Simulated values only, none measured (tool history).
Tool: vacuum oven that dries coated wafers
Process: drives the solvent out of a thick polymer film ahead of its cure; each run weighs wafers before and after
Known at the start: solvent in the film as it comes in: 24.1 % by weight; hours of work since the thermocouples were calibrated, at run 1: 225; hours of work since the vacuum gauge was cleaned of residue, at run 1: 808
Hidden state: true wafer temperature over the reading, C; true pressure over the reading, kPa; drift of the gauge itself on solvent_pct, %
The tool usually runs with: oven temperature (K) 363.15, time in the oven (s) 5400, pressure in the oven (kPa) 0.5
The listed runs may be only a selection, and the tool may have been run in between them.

run,day,oven temperature (K),time in the oven (s),pressure in the oven (kPa),hours of work since the thermocouples were calibrated,hours of work since the vacuum gauge was cleaned of residue,solvent left in the film (%)
1,0,363.15,5400,0.5,225,808,4.58
2,1.325,363.15,5400,0.573,245,828,4.66
3,2.183,363.15,5400,0.5,258,841,4.6
4,3.008,368.15,5400,0.5,270,853,2.98
5,4.217,368.15,5400,0.5,288,871,3
6,5.479,368.15,5400,0.5,307,890,2.95
7,6.754,374.15,5400,0.5,327,910,1.42
8,7.712,374.15,5400,1.565,341,924,1.68
9,8.567,363.15,5400,0.5,354,937,4.74
10,9.546,363.15,5400,0.5,369,952,4.61
11,10.333,363.15,5400,0.5,381,964,4.63
12,11.25,363.15,5400,0.591,394,977,4.5
13,12.421,363.15,5400,0.591,412,995,4.63
14,13.746,363.15,5400,0.591,432,1015,4.6
15,14.988,363.15,5400,0.5,451,1034,4.54
16,16.379,363.15,5400,0.5,472,1055,4.58
17,17.692,363.15,9240,0.5,492,1075,1.63
18,18.908,363.15,9240,0.5,510,1093,1.64
19,19.538,363.15,7620,0.5,519,1102,2.5
20,20.633,363.15,7620,0.5,536,1119,2.58
21,22.092,363.15,5400,0.5,558,1141,4.67
22,23.262,363.15,5400,0.5,576,1159,4.53
23,24.583,357.15,5400,0.5,596,1179,6.97
24,25.917,363.15,5400,0.5,616,1199,4.54
25,26.517,364.15,9180,0.285,625,1208,1.51
26,27.575,363.15,5760,0.36,641,1224,4.2
27,28.254,361.15,6240,0.36,651,1234,4.29
28,28.883,361.15,6240,0.36,660,1243,4.28
29,29.754,361.15,6240,0.36,674,1257,4.39
30,31.225,361.15,6240,0.36,696,1279,4.4
31,32.012,358.15,6480,0.5,708,1291,5.38
32,32.812,373.15,5220,1.039,720,1303,2.03
33,34.071,372.15,3180,0.542,739,1322,4.77
34,35.254,372.15,3180,0.542,756,1339,4.82
35,35.962,365.15,3180,0.71,767,1350,7.45
36,37.396,363.15,4200,0.594,789,1372,6.39
37,38.467,363.15,5400,1.749,805,1388,4.99
38,39.396,366.15,8220,0.458,819,1402,1.56
39,40.238,363.15,7980,0.542,832,1415,2.36
40,41.371,363.15,7980,0.542,849,1432,2.37
41,42.062,353.15,6360,0.542,859,1442,7.41
42,42.704,366.15,2700,1.601,869,1452,8.36
43,44.046,358.15,7020,0.494,889,1472,4.79
44,44.733,358.15,2700,1.804,899,1482,11.45
45,45.621,365.15,2700,0.5,913,1496,8.72
46,46.379,363.15,5400,0.938,924,1507,4.68
47,47.479,363.15,5400,1.684,941,1524,4.98
48,48.367,351.15,7740,0.5,954,1537,6.99

Alternative continuations, all from the tool just after run 48; predict every row:
A,49.662,365.15,3240,1.543,974,1557,?
B,49.662,363.15,7380,0.5,974,1557,?
C,49.662,348.15,7740,1.804,974,1557,?

run,solvent left in the film (%)
A,7.32
B,2.71
C,8.84
The same runs, with their run-to-run variation unchanged, on a tool lacking any hidden condition would have given:
run,solvent left in the film (%)
A,7.36
B,2.74
C,8.88

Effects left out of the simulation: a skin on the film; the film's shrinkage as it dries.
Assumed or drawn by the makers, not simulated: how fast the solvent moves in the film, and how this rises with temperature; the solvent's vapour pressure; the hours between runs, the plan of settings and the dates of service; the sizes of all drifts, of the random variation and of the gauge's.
